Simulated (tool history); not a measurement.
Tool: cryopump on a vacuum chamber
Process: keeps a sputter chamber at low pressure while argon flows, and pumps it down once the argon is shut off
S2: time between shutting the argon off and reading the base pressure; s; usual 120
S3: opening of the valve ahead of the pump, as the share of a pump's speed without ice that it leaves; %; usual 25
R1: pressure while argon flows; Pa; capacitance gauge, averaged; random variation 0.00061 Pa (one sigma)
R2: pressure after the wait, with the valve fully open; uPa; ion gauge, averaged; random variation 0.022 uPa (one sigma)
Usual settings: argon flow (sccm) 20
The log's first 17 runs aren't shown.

{"run": 18, "hour": 197.1, "argon flow (sccm)": 20, "S2": 38, "S3": 25, "R1": 0.0873, "R2": 3.04}
{"run": 19, "hour": 210.7, "argon flow (sccm)": 20, "S2": 120, "S3": 49, "R1": 0.0451, "R2": 2.07}
{"run": 20, "hour": 225.5, "argon flow (sccm)": 20, "S2": 120, "S3": 49, "R1": 0.0462, "R2": 2.15}
{"run": 21, "hour": 235.5, "argon flow (sccm)": 31, "S2": 234, "S3": 16, "R1": 0.2097, "R2": 1.82}
{"run": 22, "hour": 246.6, "argon flow (sccm)": 16, "S2": 49, "S3": 58, "R1": 0.0309, "R2": 2.79}
{"run": 23, "hour": 262.0, "argon flow (sccm)": 16, "S2": 49, "S3": 58, "R1": 0.032, "R2": 2.89}
{"run": 24, "hour": 272.1, "argon flow (sccm)": 16, "S2": 49, "S3": 58, "R1": 0.0312, "R2": 2.84}
{"run": 25, "hour": 289.0, "argon flow (sccm)": 16, "S2": 49, "S3": 58, "R1": 0.033, "R2": 2.82}
{"run": 26, "hour": 306.9, "argon flow (sccm)": 16, "S2": 49, "S3": 58, "R1": 0.0315, "R2": 2.87}
{"run": 27, "hour": 314.6, "argon flow (sccm)": 20, "S2": 120, "S3": 22, "R1": 0.0994, "R2": 2.17}
{"run": 28, "hour": 330.8, "argon flow (sccm)": 13, "S2": 293, "S3": 25, "R1": 0.0576, "R2": 1.87}
{"run": 29, "hour": 340.7, "argon flow (sccm)": 27, "S2": 120, "S3": 15, "R1": 0.1953, "R2": 2.22}
{"run": 30, "hour": 352.0, "argon flow (sccm)": 24, "S2": 187, "S3": 25, "R1": 0.1057, "R2": 1.98}
{"run": 31, "hour": 366.0, "argon flow (sccm)": 24, "S2": 187, "S3": 25, "R1": 0.1073, "R2": 2.08}
{"run": 32, "hour": 376.7, "argon flow (sccm)": 30, "S2": 33, "S3": 25, "R1": 0.1321, "R2": 3.48}
{"run": 33, "hour": 386.7, "argon flow (sccm)": 30, "S2": 33, "S3": 25, "R1": 0.1322, "R2": 3.54}

Forecast each of these 3 alternatives for the next run:
{"run": "A", "hour": 399.1, "argon flow (sccm)": 8, "S2": 249, "S3": 25, "R1": "?", "R2": "?"}
{"run": "B", "hour": 399.1, "argon flow (sccm)": 28, "S2": 43, "S3": 25, "R1": "?", "R2": "?"}
{"run": "C", "hour": 399.1, "argon flow (sccm)": 30, "S2": 33, "S3": 47, "R1": "?", "R2": "?"}

run=A R1=0.0362 R2=2.05
run=B R1=0.1244 R2=3.11
run=C R1=0.0723 R2=3.55
Without the tool's hidden state the same runs would have given:
run=A R1=0.0350 R2=0.44
run=B R1=0.1201 R2=1.50
run=C R1=0.0677 R2=1.93

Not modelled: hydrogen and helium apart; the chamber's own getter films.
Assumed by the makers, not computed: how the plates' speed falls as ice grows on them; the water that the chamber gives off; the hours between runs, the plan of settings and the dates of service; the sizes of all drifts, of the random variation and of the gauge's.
